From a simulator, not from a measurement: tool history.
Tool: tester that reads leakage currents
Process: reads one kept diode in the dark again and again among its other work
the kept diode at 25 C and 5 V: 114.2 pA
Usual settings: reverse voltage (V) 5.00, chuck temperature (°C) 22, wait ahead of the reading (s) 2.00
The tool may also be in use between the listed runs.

| run | hour | reverse voltage (V) | chuck temperature (°C) | wait ahead of the reading (s) | current that the tester gives (pA) |
|---|---|---|---|---|---|
| 1 | 0.0 | 5.00 | 22 | 2.00 | 90.83 |
| 2 | 159.1 | 5.00 | 36 | 2.00 | 242.15 |
| 3 | 263.1 | 5.00 | 22 | 2.00 | 88.65 |
| 4 | 370.1 | 5.00 | 22 | 2.00 | 87.70 |
| 5 | 549.4 | 5.00 | 22 | 2.00 | 85.93 |
| 6 | 656.7 | 5.00 | 22 | 2.00 | 85.20 |
| 7 | 738.5 | 5.00 | 22 | 2.00 | 84.80 |
| 8 | 873.8 | 5.00 | 22 | 2.00 | 83.86 |
|  | 1053.8 | chuck's temperature calibrated |
| 9 | 1063.7 | 19.01 | 22 | 2.07 | 171.01 |
| 10 | 1244.4 | 19.01 | 22 | 2.07 | 170.00 |
| 11 | 1370.8 | 19.01 | 22 | 2.07 | 169.17 |
| 12 | 1548.5 | 19.01 | 22 | 2.07 | 168.41 |
| 13 | 1707.6 | 19.01 | 22 | 2.07 | 166.27 |
|  | 1792.9 | tester calibrated |
| 14 | 1792.9 | 2.91 | 22 | 0.46 | 72.94 |
| 15 | 1926.2 | 2.91 | 22 | 0.46 | 71.74 |
| 16 | 2084.0 | 2.91 | 22 | 0.46 | 70.75 |

Hidden state or all else? Some run-to-run changes of current that the tester gives (pA), split into what the settings, what came in and random variation would give without the hidden state, and what is left for the hidden state (with any gauge scatter that isn't in both results):
The hidden state here: stray current of the dirty probe card, pA a volt; current scale over the true one, %; true chuck temperature over the reading, C; drift of the gauge itself on leakage_pa, %.
Run 2 -> 3: chuck temperature (°C) 36 -> 22. current that the tester gives (pA) -153.50: hidden state +4.44, all else -157.94.
Run 8 -> 9: reverse voltage (V) 5.00 -> 19.01, wait ahead of the reading (s) 2.00 -> 2.07, chuck's temperature calibrated. current that the tester gives (pA) +87.15: hidden state +28.87, all else +58.28.

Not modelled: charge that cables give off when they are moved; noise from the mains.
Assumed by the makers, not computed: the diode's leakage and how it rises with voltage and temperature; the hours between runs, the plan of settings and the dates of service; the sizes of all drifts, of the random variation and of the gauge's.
